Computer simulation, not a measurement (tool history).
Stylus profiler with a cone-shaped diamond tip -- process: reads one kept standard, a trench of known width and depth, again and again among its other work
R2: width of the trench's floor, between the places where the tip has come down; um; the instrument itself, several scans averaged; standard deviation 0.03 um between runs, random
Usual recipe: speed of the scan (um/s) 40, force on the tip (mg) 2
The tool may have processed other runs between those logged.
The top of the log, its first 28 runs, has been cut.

{"run": 29, "hour": 457.3, "speed of the scan (um/s)": 50, "force on the tip (mg)": 1.03, "depth of the trench (nm)": 1005.23, "R2": 94.83}
{"run": 30, "hour": 469.2, "speed of the scan (um/s)": 83, "force on the tip (mg)": 0.96, "depth of the trench (nm)": 1005.15, "R2": 94.69}
{"run": 31, "hour": 486.5, "speed of the scan (um/s)": 65, "force on the tip (mg)": 2, "depth of the trench (nm)": 1006.7, "R2": 94.79}
{"run": 32, "hour": 504.6, "speed of the scan (um/s)": 75, "force on the tip (mg)": 2.35, "depth of the trench (nm)": 1007.68, "R2": 94.76}
{"run": 33, "hour": 515.1, "speed of the scan (um/s)": 75, "force on the tip (mg)": 2.35, "depth of the trench (nm)": 1007.81, "R2": 94.7}
{"run": 34, "hour": 524.7, "speed of the scan (um/s)": 83, "force on the tip (mg)": 2, "depth of the trench (nm)": 1007.38, "R2": 94.7}
{"run": 35, "hour": 540.1, "speed of the scan (um/s)": 83, "force on the tip (mg)": 1.55, "depth of the trench (nm)": 1006.73, "R2": 94.63}
{"run": 36, "hour": 559.2, "speed of the scan (um/s)": 44, "force on the tip (mg)": 4.96, "depth of the trench (nm)": 1011.67, "R2": 94.79}
{"run": 37, "hour": 575.0, "speed of the scan (um/s)": 44, "force on the tip (mg)": 4.96, "depth of the trench (nm)": 1011.6, "R2": 94.75}
{"run": 38, "hour": 597.1, "speed of the scan (um/s)": 78, "force on the tip (mg)": 0.77, "depth of the trench (nm)": 1004.72, "R2": 94.4}
{"run": 39, "hour": 608.1, "speed of the scan (um/s)": 16, "force on the tip (mg)": 4.25, "depth of the trench (nm)": 1011.18, "R2": 94.69}
{"run": 40, "hour": 628.8, "speed of the scan (um/s)": 16, "force on the tip (mg)": 4.25, "depth of the trench (nm)": 1010.85, "R2": 94.7}

For run 41, what comes out?
{"run": 41, "hour": 642.3, "speed of the scan (um/s)": 25, "force on the tip (mg)": 0.88, "depth of the trench (nm)": "?", "R2": "?"}

{"run 41": {"depth of the trench (nm)": 1005.13, "R2": 94.61}}
Take away the tool's hidden state, keep the run-to-run variation as it was, and the same run would have given depth of the trench (nm) 1003.02, R2 96.46 um.

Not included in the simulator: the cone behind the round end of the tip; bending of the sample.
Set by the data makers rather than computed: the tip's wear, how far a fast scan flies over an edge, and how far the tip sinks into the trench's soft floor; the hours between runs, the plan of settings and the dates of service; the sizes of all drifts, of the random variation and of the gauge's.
